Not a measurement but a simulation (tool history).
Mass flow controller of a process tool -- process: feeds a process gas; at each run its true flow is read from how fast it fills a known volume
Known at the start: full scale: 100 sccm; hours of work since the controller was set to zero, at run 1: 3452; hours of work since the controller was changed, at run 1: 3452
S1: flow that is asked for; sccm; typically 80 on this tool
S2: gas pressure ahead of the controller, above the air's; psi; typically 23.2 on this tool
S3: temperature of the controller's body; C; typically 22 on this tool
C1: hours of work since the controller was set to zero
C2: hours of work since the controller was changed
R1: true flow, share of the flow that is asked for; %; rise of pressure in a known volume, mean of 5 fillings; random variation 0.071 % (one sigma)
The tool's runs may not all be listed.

{"run": 1, "hour": 0.0, "S1": 80, "S2": 23.2, "S3": 22, "C1": 3452, "C2": 3452, "R1": 99.54}
{"run": 2, "hour": 35.0, "S1": 80, "S2": 23.2, "S3": 22, "C1": 3473, "C2": 3473, "R1": 99.45}
{"run": 3, "hour": 101.2, "S1": 80, "S2": 23.2, "S3": 22, "C1": 3512, "C2": 3512, "R1": 99.8}
{"run": 4, "hour": 145.9, "S1": 80, "S2": 23.2, "S3": 22, "C1": 3538, "C2": 3538, "R1": 99.74}
{"run": 5, "hour": 223.6, "S1": 80, "S2": 23.2, "S3": 22, "C1": 3585, "C2": 3585, "R1": 100.03}
{"run": 6, "hour": 304.6, "S1": 80, "S2": 23.2, "S3": 22, "C1": 3633, "C2": 3633, "R1": 100.14}
{"run": 7, "hour": 363.2, "S1": 80, "S2": 23.2, "S3": 22, "C1": 3668, "C2": 3668, "R1": 100.06}
{"run": 8, "hour": 403.2, "S1": 80, "S2": 23.2, "S3": 22, "C1": 3691, "C2": 3691, "R1": 100.32}
{"run": 9, "hour": 438.7, "S1": 80, "S2": 23.2, "S3": 22, "C1": 3712, "C2": 3712, "R1": 100.42}
{"run": 10, "hour": 505.6, "S1": 80, "S2": 23.2, "S3": 22, "C1": 3752, "C2": 3752, "R1": 100.5}
{"run": 11, "hour": 562.3, "S1": 80, "S2": 36, "S3": 22, "C1": 3786, "C2": 3786, "R1": 100.96}
{"run": 12, "hour": 626.1, "S1": 80, "S2": 23.2, "S3": 22, "C1": 3824, "C2": 3824, "R1": 100.71}
{"run": 13, "hour": 694.9, "S1": 80, "S2": 31.3, "S3": 22, "C1": 3865, "C2": 3865, "R1": 101.12}
{"run": 14, "hour": 774.6, "S1": 80, "S2": 31.3, "S3": 22, "C1": 3912, "C2": 3912, "R1": 101.25}
{"run": 15, "hour": 829.3, "S1": 80, "S2": 31.3, "S3": 22, "C1": 3944, "C2": 3944, "R1": 101.37}
{"run": 16, "hour": 866.8, "S1": 80, "S2": 31.3, "S3": 22, "C1": 3967, "C2": 3967, "R1": 101.41}
{"run": 17, "hour": 935.5, "S1": 80, "S2": 31.3, "S3": 22, "C1": 4008, "C2": 4008, "R1": 101.53}
{"run": 18, "hour": 969.4, "S1": 80, "S2": 31.3, "S3": 22, "C1": 4028, "C2": 4028, "R1": 101.58}
{"run": 19, "hour": 1013.1, "S1": 80, "S2": 31.3, "S3": 22, "C1": 4054, "C2": 4054, "R1": 101.78}
{"run": 20, "hour": 1070.3, "S1": 80, "S2": 31.3, "S3": 22, "C1": 4088, "C2": 4088, "R1": 101.84}
{"run": 21, "hour": 1114.2, "S1": 25, "S2": 23.2, "S3": 22, "C1": 4114, "C2": 4114, "R1": 99.76}
{"run": 22, "hour": 1161.8, "S1": 80, "S2": 23.2, "S3": 25, "C1": 4142, "C2": 4142, "R1": 101.58}
{"run": 23, "hour": 1198.7, "S1": 80, "S2": 23.2, "S3": 25, "C1": 4164, "C2": 4164, "R1": 101.53}
{"run": 24, "hour": 1233.6, "S1": 42, "S2": 23.2, "S3": 25, "C1": 4185, "C2": 4185, "R1": 100.36}
{"run": 25, "hour": 1276.5, "S1": 42, "S2": 23.2, "S3": 25, "C1": 4210, "C2": 4210, "R1": 100.27}
{"run": 26, "hour": 1335.9, "S1": 42, "S2": 23.2, "S3": 25, "C1": 4246, "C2": 4246, "R1": 100.46}
{"run": 27, "hour": 1378.2, "S1": 49, "S2": 23.2, "S3": 29, "C1": 4271, "C2": 4271, "R1": 100.3}
{"run": 28, "hour": 1444.7, "S1": 81, "S2": 22.8, "S3": 23, "C1": 4310, "C2": 4310, "R1": 102.4}
{"hour": 1464.7, "done": "gauge calibrated"}
{"run": 29, "hour": 1492.9, "S1": 43, "S2": 24.1, "S3": 32, "C1": 4339, "C2": 4339, "R1": 97.19}
{"run": 30, "hour": 1573.3, "S1": 50, "S2": 36.7, "S3": 34, "C1": 4387, "C2": 4387, "R1": 97.66}
{"run": 31, "hour": 1619.5, "S1": 50, "S2": 36.7, "S3": 34, "C1": 4414, "C2": 4414, "R1": 97.6}
{"run": 32, "hour": 1663.1, "S1": 43, "S2": 36.7, "S3": 34, "C1": 4440, "C2": 4440, "R1": 97.58}
{"run": 33, "hour": 1731.8, "S1": 22, "S2": 29.4, "S3": 26, "C1": 4481, "C2": 4481, "R1": 97.71}
{"run": 34, "hour": 1767.4, "S1": 28, "S2": 38.6, "S3": 27, "C1": 4502, "C2": 4502, "R1": 98.01}
{"run": 35, "hour": 1807.8, "S1": 27, "S2": 20.6, "S3": 26, "C1": 4526, "C2": 4526, "R1": 97.8}
{"run": 36, "hour": 1884.6, "S1": 27, "S2": 33.6, "S3": 32, "C1": 4572, "C2": 4572, "R1": 97.58}
{"run": 37, "hour": 1951.1, "S1": 21, "S2": 33.6, "S3": 32, "C1": 4611, "C2": 4611, "R1": 97.45}
{"run": 38, "hour": 2015.7, "S1": 56, "S2": 25.7, "S3": 22, "C1": 4649, "C2": 4649, "R1": 99.96}
{"run": 39, "hour": 2054.5, "S1": 56, "S2": 31.9, "S3": 35, "C1": 4673, "C2": 4673, "R1": 98.54}
{"run": 40, "hour": 2120.6, "S1": 33, "S2": 32.5, "S3": 22, "C1": 4712, "C2": 4712, "R1": 99.34}
{"run": 41, "hour": 2177.1, "S1": 33, "S2": 32.5, "S3": 22, "C1": 4745, "C2": 4745, "R1": 99.39}
{"run": 42, "hour": 2240.5, "S1": 22, "S2": 35.5, "S3": 22, "C1": 4783, "C2": 4783, "R1": 99.25}
{"run": 43, "hour": 2317.9, "S1": 80, "S2": 23.2, "S3": 38, "C1": 4829, "C2": 4829, "R1": 99.45}
{"run": 44, "hour": 2364.3, "S1": 50, "S2": 27.4, "S3": 30, "C1": 4857, "C2": 4857, "R1": 99.48}
{"run": 45, "hour": 2421.1, "S1": 64, "S2": 21.5, "S3": 30, "C1": 4890, "C2": 4890, "R1": 99.89}
{"run": 46, "hour": 2463.4, "S1": 94, "S2": 24.1, "S3": 26, "C1": 4916, "C2": 4916, "R1": 101.59}
{"run": 47, "hour": 2518.9, "S1": 30, "S2": 35.5, "S3": 22, "C1": 4949, "C2": 4949, "R1": 99.97}

5 ways to go on from here, each from the tool as it stands after run 47. What would each give?
{"run": "A", "hour": 2588.1, "S1": 30, "S2": 35.5, "S3": 28, "C1": 4990, "C2": 4990, "R1": "?"}
{"run": "B", "hour": 2588.1, "S1": 22, "S2": 35.5, "S3": 22, "C1": 4990, "C2": 4990, "R1": "?"}
{"run": "C", "hour": 2588.1, "S1": 30, "S2": 24.7, "S3": 28, "C1": 4990, "C2": 4990, "R1": "?"}
{"run": "D", "hour": 2588.1, "S1": 23, "S2": 28.1, "S3": 22, "C1": 4990, "C2": 4990, "R1": "?"}
{"run": "E", "hour": 2588.1, "S1": 92, "S2": 26.4, "S3": 25, "C1": 4990, "C2": 4990, "R1": "?"}

run=A R1=99.44
run=B R1=99.95
run=C R1=99.35
run=D R1=99.89
run=E R1=102.03
Take away the tool's hidden state, keep each run's random variation, and the runs would have read:
run=A R1=97.25
run=B R1=97.75
run=C R1=97.16
run=D R1=97.69
run=E R1=99.79

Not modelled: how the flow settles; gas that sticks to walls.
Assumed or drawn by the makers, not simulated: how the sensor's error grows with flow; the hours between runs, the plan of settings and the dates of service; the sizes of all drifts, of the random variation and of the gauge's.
